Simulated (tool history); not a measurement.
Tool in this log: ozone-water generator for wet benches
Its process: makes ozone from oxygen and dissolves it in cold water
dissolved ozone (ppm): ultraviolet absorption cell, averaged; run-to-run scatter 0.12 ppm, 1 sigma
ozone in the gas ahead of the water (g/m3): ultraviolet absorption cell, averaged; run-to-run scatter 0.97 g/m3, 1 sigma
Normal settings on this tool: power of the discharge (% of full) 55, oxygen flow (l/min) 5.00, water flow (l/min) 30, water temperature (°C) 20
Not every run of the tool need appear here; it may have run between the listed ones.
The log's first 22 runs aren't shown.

run	hour	power of the discharge (% of full)	oxygen flow (l/min)	water flow (l/min)	water temperature (°C)	dissolved ozone (ppm)	ozone in the gas ahead of the water (g/m3)
23	1452.3	66	3.56	21	18	17.1	233.5
24	1530.9	66	3.56	21	18	16.8	232.4
25	1599.1	55	5.00	46	25	6.5	160.3
26	1680.9	64	3.65	31	12	12.3	221.3
27	1727.8	64	8.43	27	12	13.3	125.0
28	1795.5	61	8.43	46	21	7.3	119.6
29	1837.1	89	5.11	24	23	17.5	224.8
30	1881.7	89	5.11	24	23	17.5	227.4
31	1969.4	55	5.00	43	18	7.2	159.8
32	2016.1	55	5.00	19	20	15.2	159.9

Below are 3 alternative next runs, each starting from the tool's condition after run 32. Predict each:
A	2067.6	51	5.70	25	20	?	?
B	2067.6	55	3.78	31	12	?	?
C	2067.6	78	5.00	25	20	?	?

run	dissolved ozone (ppm)	ozone in the gas ahead of the water (g/m3)
A	11.5	137.6
B	10.8	194.5
C	15.5	207.7
Take away the tool's hidden state, keep each run's random variation, and the runs would have read:
run	dissolved ozone (ppm)	ozone in the gas ahead of the water (g/m3)
A	12.3	143.0
B	11.6	202.8
C	16.9	219.4

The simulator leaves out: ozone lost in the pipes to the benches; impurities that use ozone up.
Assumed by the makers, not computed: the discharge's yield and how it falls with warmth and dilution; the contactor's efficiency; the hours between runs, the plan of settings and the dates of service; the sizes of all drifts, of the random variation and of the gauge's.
